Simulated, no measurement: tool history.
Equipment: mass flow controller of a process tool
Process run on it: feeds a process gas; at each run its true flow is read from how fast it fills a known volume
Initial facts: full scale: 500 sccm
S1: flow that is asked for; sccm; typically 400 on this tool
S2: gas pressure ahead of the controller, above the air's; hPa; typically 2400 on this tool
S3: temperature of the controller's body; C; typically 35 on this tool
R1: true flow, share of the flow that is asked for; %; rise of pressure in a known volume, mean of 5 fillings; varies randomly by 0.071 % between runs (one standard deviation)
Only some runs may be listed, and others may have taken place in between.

run	day	S1	S2	S3	R1
1	0	400	2400	35	100.41
2	15.567	400	2400	35	100.37
3	30.979	400	2400	35	100.42
4	40.562	84	2400	35	100.25
5	47.279	84	2400	32	100.15
6	60.75	68	2400	32	100.38
7	76.862	68	2400	32	100.66
8	91.083	68	2400	25	100.38
9	105.075	51	2400	20	100.73
10	113.746	156	1600	37	100.03
11	122.517	348	1490	35	100.07

Expected results for the next run?
12	130.538	82	1490	33	?

Logged for run 12: R1 100.38 %.
Minus the tool's unlogged condition, the same run would have read R1 99.14 %.
